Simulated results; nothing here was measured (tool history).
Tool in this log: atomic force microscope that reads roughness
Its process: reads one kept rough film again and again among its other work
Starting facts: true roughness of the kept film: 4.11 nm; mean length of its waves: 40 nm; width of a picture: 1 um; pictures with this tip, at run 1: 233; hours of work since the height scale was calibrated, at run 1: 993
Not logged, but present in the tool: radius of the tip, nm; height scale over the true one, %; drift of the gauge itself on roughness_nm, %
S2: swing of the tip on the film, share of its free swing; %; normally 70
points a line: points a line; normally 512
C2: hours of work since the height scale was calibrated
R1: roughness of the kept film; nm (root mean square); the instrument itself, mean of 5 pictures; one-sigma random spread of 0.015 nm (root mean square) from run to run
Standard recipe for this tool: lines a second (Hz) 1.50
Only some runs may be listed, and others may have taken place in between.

{"run": 1, "hour": 0.0, "lines a second (Hz)": 1.5, "S2": 70, "points a line": 512, "pictures with this tip": 233, "C2": 993, "R1": 3.213}
{"hour": 25.1, "done": "new tip fitted"}
{"run": 2, "hour": 30.4, "lines a second (Hz)": 1.5, "S2": 70, "points a line": 512, "pictures with this tip": 10, "C2": 1015, "R1": 3.642}
{"run": 3, "hour": 75.3, "lines a second (Hz)": 1.5, "S2": 70, "points a line": 512, "pictures with this tip": 101, "C2": 1047, "R1": 3.436}
{"run": 4, "hour": 103.2, "lines a second (Hz)": 2.44, "S2": 70, "points a line": 512, "pictures with this tip": 157, "C2": 1067, "R1": 3.202}
{"run": 5, "hour": 141.4, "lines a second (Hz)": 1.5, "S2": 70, "points a line": 512, "pictures with this tip": 234, "C2": 1094, "R1": 3.207}
{"hour": 165.0, "done": "new tip fitted"}
{"run": 6, "hour": 165.6, "lines a second (Hz)": 1.5, "S2": 70, "points a line": 512, "pictures with this tip": 1, "C2": 1111, "R1": 3.688}
{"run": 7, "hour": 198.8, "lines a second (Hz)": 1.5, "S2": 70, "points a line": 512, "pictures with this tip": 68, "C2": 1135, "R1": 3.547}
{"run": 8, "hour": 227.8, "lines a second (Hz)": 1.5, "S2": 76, "points a line": 512, "pictures with this tip": 126, "C2": 1156, "R1": 3.32}
{"run": 9, "hour": 249.9, "lines a second (Hz)": 1.5, "S2": 70, "points a line": 512, "pictures with this tip": 171, "C2": 1171, "R1": 3.317}
{"run": 10, "hour": 282.6, "lines a second (Hz)": 1.5, "S2": 70, "points a line": 512, "pictures with this tip": 237, "C2": 1195, "R1": 3.227}
{"hour": 304.3, "done": "new tip fitted"}
{"run": 11, "hour": 320.8, "lines a second (Hz)": 1.5, "S2": 70, "points a line": 643, "pictures with this tip": 34, "C2": 1222, "R1": 3.603}
{"run": 12, "hour": 348.1, "lines a second (Hz)": 3.28, "S2": 59, "points a line": 430, "pictures with this tip": 89, "C2": 1241, "R1": 3.463}
{"run": 13, "hour": 378.3, "lines a second (Hz)": 3.27, "S2": 70, "points a line": 512, "pictures with this tip": 149, "C2": 1263, "R1": 3.079}
{"run": 14, "hour": 419.4, "lines a second (Hz)": 3.27, "S2": 70, "points a line": 512, "pictures with this tip": 232, "C2": 1292, "R1": 2.931}
{"hour": 445.6, "done": "new tip fitted"}
{"run": 15, "hour": 466.2, "lines a second (Hz)": 3.59, "S2": 70, "points a line": 512, "pictures with this tip": 41, "C2": 1325, "R1": 3.273}
{"run": 16, "hour": 493.6, "lines a second (Hz)": 3.59, "S2": 70, "points a line": 512, "pictures with this tip": 96, "C2": 1345, "R1": 3.161}
{"run": 17, "hour": 536.7, "lines a second (Hz)": 3.59, "S2": 70, "points a line": 363, "pictures with this tip": 183, "C2": 1376, "R1": 2.99}
{"run": 18, "hour": 578.4, "lines a second (Hz)": 3.59, "S2": 70, "points a line": 363, "pictures with this tip": 267, "C2": 1406, "R1": 2.875}
{"hour": 586.0, "done": "new tip fitted"}
{"run": 19, "hour": 621.4, "lines a second (Hz)": 1.95, "S2": 57, "points a line": 389, "pictures with this tip": 72, "C2": 1436, "R1": 3.661}
{"run": 20, "hour": 642.5, "lines a second (Hz)": 3.33, "S2": 81, "points a line": 460, "pictures with this tip": 114, "C2": 1451, "R1": 2.818}
{"run": 21, "hour": 687.3, "lines a second (Hz)": 3.33, "S2": 87, "points a line": 460, "pictures with this tip": 204, "C2": 1483, "R1": 2.492}
{"run": 22, "hour": 707.2, "lines a second (Hz)": 3.33, "S2": 87, "points a line": 460, "pictures with this tip": 244, "C2": 1497, "R1": 2.435}

What if the next run were any one of these 5? Each begins from the tool's condition after run 22:
{"hour": 726.6, "done": "new tip fitted"}
{"run": "A", "hour": 753.2, "lines a second (Hz)": 1.5, "S2": 59, "points a line": 512, "pictures with this tip": 54, "C2": 1530, "R1": "?"}
{"hour": 726.6, "done": "new tip fitted"}
{"run": "B", "hour": 753.2, "lines a second (Hz)": 1.5, "S2": 70, "points a line": 889, "pictures with this tip": 54, "C2": 1530, "R1": "?"}
{"hour": 726.6, "done": "new tip fitted"}
{"run": "C", "hour": 753.2, "lines a second (Hz)": 1.5, "S2": 64, "points a line": 366, "pictures with this tip": 54, "C2": 1530, "R1": "?"}
{"hour": 726.6, "done": "new tip fitted"}
{"run": "D", "hour": 753.2, "lines a second (Hz)": 0.54, "S2": 74, "points a line": 430, "pictures with this tip": 54, "C2": 1530, "R1": "?"}
{"hour": 726.6, "done": "new tip fitted"}
{"run": "E", "hour": 753.2, "lines a second (Hz)": 1.5, "S2": 70, "points a line": 892, "pictures with this tip": 54, "C2": 1530, "R1": "?"}

run=A R1=3.674
run=B R1=3.550
run=C R1=3.594
run=D R1=3.733
run=E R1=3.598
The same runs, with their run-to-run variation unchanged, on a tool lacking any hidden condition would have given:
run=A R1=3.744
run=B R1=3.618
run=C R1=3.663
run=D R1=3.805
run=E R1=3.667

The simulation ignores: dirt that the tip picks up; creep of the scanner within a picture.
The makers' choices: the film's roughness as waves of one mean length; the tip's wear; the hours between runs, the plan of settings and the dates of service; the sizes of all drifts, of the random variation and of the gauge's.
